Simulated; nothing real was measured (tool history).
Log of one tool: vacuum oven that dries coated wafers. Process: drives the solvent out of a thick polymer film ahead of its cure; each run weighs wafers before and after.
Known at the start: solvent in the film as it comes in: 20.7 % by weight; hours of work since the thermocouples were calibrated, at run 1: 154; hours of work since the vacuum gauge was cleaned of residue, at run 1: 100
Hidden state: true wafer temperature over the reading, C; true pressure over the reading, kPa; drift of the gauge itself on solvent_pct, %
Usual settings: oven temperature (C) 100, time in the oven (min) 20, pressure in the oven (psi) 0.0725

run   hour  oven temperature (C)  time in the oven (min)  pressure in the oven (psi)  hours of work since the thermocouples were calibrated  hours of work since the vacuum gauge was cleaned of residue  solvent left in the film (%)
  1      0                   100                      20                      0.0725                                                    154                                                          100                          2.57
  2   65.8                   100                      20                      0.0725                                                    193                                                          139                          2.54
  3    127                   100                      20                      0.0885                                                    229                                                          175                          2.64
  4  184.9                   100                      20                      0.0885                                                    264                                                          210                          2.76
  5  228.6                   100                      20                      0.0725                                                    290                                                          236                          2.74
  6  280.4                   100                      20                      0.0725                                                    321                                                          267                          2.69
  7  313.7                   100                      28                      0.0725                                                    340                                                          286                          1.39
  8    355                    93                      28                      0.0725                                                    365                                                          311                           2.7
  9  393.8                    93                      28                      0.0725                                                    388                                                          334                          2.68
 10  456.6                    98                      29                        0.04                                                    425                                                          371                           1.5
 11  523.1                    98                      28                      0.0715                                                    465                                                          411                          1.81
 12  559.9                    89                      23                      0.0685                                                    487                                                          433                          4.71
 13  614.6                    89                      23                      0.0685                                                    519                                                          465                          4.69
 14  647.4                    89                      23                      0.0685                                                    539                                                          485                          4.74
 15  677.6                    89                      23                      0.0685                                                    557                                                          503                          4.74
 16  721.3                    89                      23                      0.0711                                                    583                                                          529                          4.79
 17  778.8                    88                      15                      0.1627                                                    617                                                          563                          7.99

4 ways to go on from here, each from the tool as it stands after run 17. What would each give?
  A  813.8                   115                      25                      0.0856                                                    638                                                          584                             ?
  B  813.8                   100                      24                      0.0725                                                    638                                                          584                             ?
  C  813.8                    88                      29                      0.1627                                                    638                                                          584                             ?
  D  813.8                   112                      15                      0.0725                                                    638                                                          584                             ?

run  solvent left in the film (%)
  A                          0.53
  B                          2.04
  C                          4.37
  D                          1.81
Without the tool's hidden state the same runs would have given:
run  solvent left in the film (%)
  A                          0.44
  B                          1.88
  C                          4.13
  D                          1.69
